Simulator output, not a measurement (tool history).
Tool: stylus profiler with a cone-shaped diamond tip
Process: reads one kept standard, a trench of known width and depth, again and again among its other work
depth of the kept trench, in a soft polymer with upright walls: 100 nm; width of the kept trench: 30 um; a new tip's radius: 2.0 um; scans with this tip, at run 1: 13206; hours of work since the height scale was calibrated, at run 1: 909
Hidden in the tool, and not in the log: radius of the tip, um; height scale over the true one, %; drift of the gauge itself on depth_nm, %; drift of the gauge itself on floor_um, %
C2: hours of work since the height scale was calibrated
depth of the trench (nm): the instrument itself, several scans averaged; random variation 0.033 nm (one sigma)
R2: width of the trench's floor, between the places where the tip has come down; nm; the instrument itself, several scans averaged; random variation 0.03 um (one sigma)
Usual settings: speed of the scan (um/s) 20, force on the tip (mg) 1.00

run 1 hour=0.0 | speed_of_the_scan_(um/s)=20 force_on_the_tip_(mg)=1.00 | scans_with_this_tip=13206 C2=909 | depth_of_the_trench_(nm)=100.61 R2=28220
run 2 hour=19.2 | speed_of_the_scan_(um/s)=20 force_on_the_tip_(mg)=1.00 | scans_with_this_tip=13428 C2=925 | depth_of_the_trench_(nm)=100.57 R2=28150
run 3 hour=45.0 | speed_of_the_scan_(um/s)=20 force_on_the_tip_(mg)=1.00 | scans_with_this_tip=13728 C2=945 | depth_of_the_trench_(nm)=100.49 R2=28110
run 4 hour=61.9 | speed_of_the_scan_(um/s)=20 force_on_the_tip_(mg)=1.00 | scans_with_this_tip=13923 C2=959 | depth_of_the_trench_(nm)=100.54 R2=28160
run 5 hour=80.7 | speed_of_the_scan_(um/s)=20 force_on_the_tip_(mg)=1.00 | scans_with_this_tip=14141 C2=974 | depth_of_the_trench_(nm)=100.53 R2=28150
run 6 hour=101.6 | speed_of_the_scan_(um/s)=20 force_on_the_tip_(mg)=1.00 | scans_with_this_tip=14383 C2=990 | depth_of_the_trench_(nm)=100.46 R2=28090
run 7 hour=117.1 | speed_of_the_scan_(um/s)=20 force_on_the_tip_(mg)=1.00 | scans_with_this_tip=14562 C2=1003 | depth_of_the_trench_(nm)=100.48 R2=28110
run 8 hour=141.4 | speed_of_the_scan_(um/s)=20 force_on_the_tip_(mg)=1.00 | scans_with_this_tip=14844 C2=1022 | depth_of_the_trench_(nm)=100.45 R2=28100
-- hour=167.2 height scale calibrated on a step standard
run 9 hour=168.1 | speed_of_the_scan_(um/s)=20 force_on_the_tip_(mg)=1.00 | scans_with_this_tip=15147 C2=1 | depth_of_the_trench_(nm)=100.90 R2=28050
run 10 hour=190.2 | speed_of_the_scan_(um/s)=20 force_on_the_tip_(mg)=1.00 | scans_with_this_tip=15403 C2=18 | depth_of_the_trench_(nm)=100.92 R2=28130
run 11 hour=204.3 | speed_of_the_scan_(um/s)=20 force_on_the_tip_(mg)=1.00 | scans_with_this_tip=15567 C2=30 | depth_of_the_trench_(nm)=100.93 R2=28140
run 12 hour=221.3 | speed_of_the_scan_(um/s)=20 force_on_the_tip_(mg)=1.00 | scans_with_this_tip=15763 C2=43 | depth_of_the_trench_(nm)=100.93 R2=28110
run 13 hour=246.8 | speed_of_the_scan_(um/s)=17 force_on_the_tip_(mg)=1.00 | scans_with_this_tip=16059 C2=63 | depth_of_the_trench_(nm)=100.86 R2=28070
run 14 hour=259.8 | speed_of_the_scan_(um/s)=17 force_on_the_tip_(mg)=1.00 | scans_with_this_tip=16208 C2=74 | depth_of_the_trench_(nm)=100.87 R2=28110
run 15 hour=271.6 | speed_of_the_scan_(um/s)=20 force_on_the_tip_(mg)=1.00 | scans_with_this_tip=16346 C2=83 | depth_of_the_trench_(nm)=100.92 R2=28090
run 16 hour=291.2 | speed_of_the_scan_(um/s)=20 force_on_the_tip_(mg)=1.00 | scans_with_this_tip=16572 C2=99 | depth_of_the_trench_(nm)=100.83 R2=28150
run 17 hour=318.2 | speed_of_the_scan_(um/s)=7 force_on_the_tip_(mg)=1.00 | scans_with_this_tip=16886 C2=120 | depth_of_the_trench_(nm)=100.86 R2=28130
run 18 hour=341.1 | speed_of_the_scan_(um/s)=7 force_on_the_tip_(mg)=1.00 | scans_with_this_tip=17151 C2=139 | depth_of_the_trench_(nm)=100.83 R2=28090
run 19 hour=358.3 | speed_of_the_scan_(um/s)=7 force_on_the_tip_(mg)=1.00 | scans_with_this_tip=17350 C2=152 | depth_of_the_trench_(nm)=100.82 R2=28070
run 20 hour=382.6 | speed_of_the_scan_(um/s)=20 force_on_the_tip_(mg)=1.00 | scans_with_this_tip=17631 C2=172 | depth_of_the_trench_(nm)=100.82 R2=28040
run 21 hour=411.7 | speed_of_the_scan_(um/s)=17 force_on_the_tip_(mg)=2.80 | scans_with_this_tip=17967 C2=195 | depth_of_the_trench_(nm)=101.69 R2=28040
run 22 hour=427.6 | speed_of_the_scan_(um/s)=33 force_on_the_tip_(mg)=0.44 | scans_with_this_tip=18152 C2=208 | depth_of_the_trench_(nm)=100.44 R2=27890
run 23 hour=440.2 | speed_of_the_scan_(um/s)=33 force_on_the_tip_(mg)=0.44 | scans_with_this_tip=18297 C2=218 | depth_of_the_trench_(nm)=100.47 R2=27870
run 24 hour=456.2 | speed_of_the_scan_(um/s)=33 force_on_the_tip_(mg)=0.44 | scans_with_this_tip=18484 C2=230 | depth_of_the_trench_(nm)=100.40 R2=27850
run 25 hour=476.5 | speed_of_the_scan_(um/s)=28 force_on_the_tip_(mg)=0.46 | scans_with_this_tip=18719 C2=247 | depth_of_the_trench_(nm)=100.40 R2=27940
run 26 hour=490.5 | speed_of_the_scan_(um/s)=28 force_on_the_tip_(mg)=0.46 | scans_with_this_tip=18880 C2=258 | depth_of_the_trench_(nm)=100.44 R2=27890
run 27 hour=506.0 | speed_of_the_scan_(um/s)=28 force_on_the_tip_(mg)=0.46 | scans_with_this_tip=19060 C2=270 | depth_of_the_trench_(nm)=100.44 R2=27960
run 28 hour=528.7 | speed_of_the_scan_(um/s)=28 force_on_the_tip_(mg)=0.46 | scans_with_this_tip=19322 C2=288 | depth_of_the_trench_(nm)=100.38 R2=27910
run 29 hour=543.5 | speed_of_the_scan_(um/s)=46 force_on_the_tip_(mg)=1.75 | scans_with_this_tip=19494 C2=300 | depth_of_the_trench_(nm)=101.17 R2=27930
run 30 hour=571.5 | speed_of_the_scan_(um/s)=46 force_on_the_tip_(mg)=1.10 | scans_with_this_tip=19818 C2=322 | depth_of_the_trench_(nm)=100.85 R2=27900
run 31 hour=599.3 | speed_of_the_scan_(um/s)=46 force_on_the_tip_(mg)=1.10 | scans_with_this_tip=20140 C2=345 | depth_of_the_trench_(nm)=100.81 R2=27900
run 32 hour=621.4 | speed_of_the_scan_(um/s)=20 force_on_the_tip_(mg)=1.74 | scans_with_this_tip=20396 C2=362 | depth_of_the_trench_(nm)=101.14 R2=28040
run 33 hour=640.9 | speed_of_the_scan_(um/s)=20 force_on_the_tip_(mg)=1.74 | scans_with_this_tip=20622 C2=378 | depth_of_the_trench_(nm)=101.20 R2=27930
run 34 hour=664.6 | speed_of_the_scan_(um/s)=7 force_on_the_tip_(mg)=0.46 | scans_with_this_tip=20897 C2=397 | depth_of_the_trench_(nm)=100.44 R2=28000
run 35 hour=676.5 | speed_of_the_scan_(um/s)=20 force_on_the_tip_(mg)=0.81 | scans_with_this_tip=21034 C2=406 | depth_of_the_trench_(nm)=100.61 R2=27860
run 36 hour=688.2 | speed_of_the_scan_(um/s)=20 force_on_the_tip_(mg)=0.81 | scans_with_this_tip=21170 C2=415 | depth_of_the_trench_(nm)=100.61 R2=27900
run 37 hour=713.0 | speed_of_the_scan_(um/s)=8 force_on_the_tip_(mg)=2.83 | scans_with_this_tip=21457 C2=435 | depth_of_the_trench_(nm)=101.59 R2=27990
run 38 hour=725.9 | speed_of_the_scan_(um/s)=14 force_on_the_tip_(mg)=0.81 | scans_with_this_tip=21607 C2=446 | depth_of_the_trench_(nm)=100.61 R2=27970
run 39 hour=745.6 | speed_of_the_scan_(um/s)=59 force_on_the_tip_(mg)=1.25 | scans_with_this_tip=21834 C2=461 | depth_of_the_trench_(nm)=100.82 R2=27770

Hidden state or all else? Some run-to-run changes of depth of the trench (nm), split into what the settings, what came in and random variation would give without the hidden state, and what is left for the hidden state (with any gauge scatter that isn't in both results):
Run 3 -> 4: no setting changed, nothing entered. depth of the trench (nm) +0.05: hidden state -0.02, all else +0.07.
Run 8 -> 9: height scale calibrated on a step standard. depth of the trench (nm) +0.45: hidden state +0.42, all else +0.03.
Run 9 -> 10: no setting changed, nothing entered. depth of the trench (nm) +0.02: hidden state -0.02, all else +0.04.
Run 21 -> 22: speed of the scan (um/s) 17 -> 33, force on the tip (mg) 2.80 -> 0.44. depth of the trench (nm) -1.25: hidden state +0.00, all else -1.25.
Run 36 -> 37: speed of the scan (um/s) 20 -> 8, force on the tip (mg) 0.81 -> 2.83. depth of the trench (nm) +0.98: hidden state -0.01, all else +0.99.
Run 37 -> 38: speed of the scan (um/s) 8 -> 14, force on the tip (mg) 2.83 -> 0.81. depth of the trench (nm) -0.98: hidden state +0.00, all else -0.98.
